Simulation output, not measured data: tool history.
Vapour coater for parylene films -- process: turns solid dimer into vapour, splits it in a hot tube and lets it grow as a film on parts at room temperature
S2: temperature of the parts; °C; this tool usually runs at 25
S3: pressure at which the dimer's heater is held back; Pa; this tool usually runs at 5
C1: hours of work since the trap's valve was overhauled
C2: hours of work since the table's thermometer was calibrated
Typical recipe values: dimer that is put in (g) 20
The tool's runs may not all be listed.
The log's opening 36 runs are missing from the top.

run 37 hour=1768.2 | dimer_that_is_put_in_(g)=16 S2=21 S3=4.94 | C1=79 C2=1355 | thickness_of_the_film_(µm)=4.18
run 38 hour=1809.1 | dimer_that_is_put_in_(g)=12 S2=17 S3=3.13 | C1=96 C2=1373 | thickness_of_the_film_(µm)=3.67
run 39 hour=1861.3 | dimer_that_is_put_in_(g)=12 S2=23 S3=6.26 | C1=119 C2=1396 | thickness_of_the_film_(µm)=2.91
run 40 hour=1904.1 | dimer_that_is_put_in_(g)=23 S2=20 S3=4.08 | C1=137 C2=1414 | thickness_of_the_film_(µm)=6.38
run 41 hour=1944.3 | dimer_that_is_put_in_(g)=23 S2=23 S3=4.08 | C1=155 C2=1432 | thickness_of_the_film_(µm)=6.1
run 42 hour=1973.1 | dimer_that_is_put_in_(g)=20 S2=26 S3=5.61 | C1=167 C2=1444 | thickness_of_the_film_(µm)=4.66
run 43 hour=2012.4 | dimer_that_is_put_in_(g)=24 S2=23 S3=2.1 | C1=184 C2=1461 | thickness_of_the_film_(µm)=7.1
-- hour=2068.2 trap's valve overhauled
run 44 hour=2071.1 | dimer_that_is_put_in_(g)=18 S2=23 S3=5.19 | C1=1 C2=1485 | thickness_of_the_film_(µm)=4.54
run 45 hour=2132.7 | dimer_that_is_put_in_(g)=13 S2=23 S3=2.8 | C1=28 C2=1512 | thickness_of_the_film_(µm)=3.63
run 46 hour=2187.7 | dimer_that_is_put_in_(g)=28 S2=25 S3=5.35 | C1=52 C2=1535 | thickness_of_the_film_(µm)=6.91
-- hour=2248.9 table's thermometer calibrated
run 47 hour=2252.1 | dimer_that_is_put_in_(g)=13 S2=26 S3=2.49 | C1=79 C2=1 | thickness_of_the_film_(µm)=3.58

Below are 3 alternative next runs, each starting from the tool's condition after run 47. Predict each:
run A hour=2295.8 | dimer_that_is_put_in_(g)=13 S2=23 S3=2.49 | C1=98 C2=20 | thickness_of_the_film_(µm)=?
run B hour=2295.8 | dimer_that_is_put_in_(g)=15 S2=22 S3=2.49 | C1=98 C2=20 | thickness_of_the_film_(µm)=?
run C hour=2295.8 | dimer_that_is_put_in_(g)=10 S2=26 S3=2.49 | C1=98 C2=20 | thickness_of_the_film_(µm)=?

run=A thickness_of_the_film_(µm)=3.77
run=B thickness_of_the_film_(µm)=4.34
run=C thickness_of_the_film_(µm)=2.72
Without the tool's unlogged condition, the same runs would have read:
run=A thickness_of_the_film_(µm)=3.78
run=B thickness_of_the_film_(µm)=4.36
run=C thickness_of_the_film_(µm)=2.73

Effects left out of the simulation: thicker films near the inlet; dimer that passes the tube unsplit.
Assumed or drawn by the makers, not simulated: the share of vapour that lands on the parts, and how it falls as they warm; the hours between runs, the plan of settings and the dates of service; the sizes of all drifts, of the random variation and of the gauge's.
